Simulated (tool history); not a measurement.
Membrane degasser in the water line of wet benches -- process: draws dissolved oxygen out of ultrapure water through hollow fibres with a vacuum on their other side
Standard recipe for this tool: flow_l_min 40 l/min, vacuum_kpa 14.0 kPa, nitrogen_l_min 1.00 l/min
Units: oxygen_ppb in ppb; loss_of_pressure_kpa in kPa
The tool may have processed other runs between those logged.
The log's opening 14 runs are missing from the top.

-- day=85.850 vacuum gauge calibrated
run 15 day=86.179 | flow_l_min=40 vacuum_kpa=14.0 nitrogen_l_min=1.01 | oxygen_ppb=818.2 loss_of_pressure_kpa=64.25
run 16 day=91.771 | flow_l_min=40 vacuum_kpa=14.0 nitrogen_l_min=1.42 | oxygen_ppb=633.8 loss_of_pressure_kpa=64.37
run 17 day=99.733 | flow_l_min=40 vacuum_kpa=14.0 nitrogen_l_min=1.42 | oxygen_ppb=633.1 loss_of_pressure_kpa=63.78
run 18 day=107.012 | flow_l_min=51 vacuum_kpa=14.0 nitrogen_l_min=1.42 | oxygen_ppb=791.2 loss_of_pressure_kpa=81.89
run 19 day=110.304 | flow_l_min=40 vacuum_kpa=34.4 nitrogen_l_min=1.70 | oxygen_ppb=1385.9 loss_of_pressure_kpa=63.36
run 20 day=114.429 | flow_l_min=59 vacuum_kpa=23.5 nitrogen_l_min=1.70 | oxygen_ppb=1339.0 loss_of_pressure_kpa=94.57
run 21 day=118.446 | flow_l_min=59 vacuum_kpa=20.9 nitrogen_l_min=1.70 | oxygen_ppb=1195.4 loss_of_pressure_kpa=94.70
run 22 day=124.592 | flow_l_min=59 vacuum_kpa=9.0 nitrogen_l_min=0.71 | oxygen_ppb=828.3 loss_of_pressure_kpa=94.17
run 23 day=130.758 | flow_l_min=59 vacuum_kpa=9.0 nitrogen_l_min=0.71 | oxygen_ppb=835.5 loss_of_pressure_kpa=94.22
run 24 day=136.462 | flow_l_min=59 vacuum_kpa=9.0 nitrogen_l_min=0.71 | oxygen_ppb=839.1 loss_of_pressure_kpa=94.00
-- day=137.933 seals of the vacuum lines changed
run 25 day=139.975 | flow_l_min=52 vacuum_kpa=18.1 nitrogen_l_min=0.58 | oxygen_ppb=1857.7 loss_of_pressure_kpa=82.76
run 26 day=144.512 | flow_l_min=29 vacuum_kpa=23.2 nitrogen_l_min=0.83 | oxygen_ppb=1258.4 loss_of_pressure_kpa=45.57
run 27 day=149.733 | flow_l_min=33 vacuum_kpa=14.9 nitrogen_l_min=0.68 | oxygen_ppb=996.1 loss_of_pressure_kpa=52.73

The next listed run, before its measurement:
run 28 day=154.362 | flow_l_min=46 vacuum_kpa=9.2 nitrogen_l_min=1.63 | oxygen_ppb=? loss_of_pressure_kpa=?

oxygen_ppb: 392.5 ppb
loss_of_pressure_kpa: 72.76 kPa
The same run, on a tool lacking any hidden state, would have yielded oxygen_ppb 392.0 ppb, loss_of_pressure_kpa 74.37 kPa.
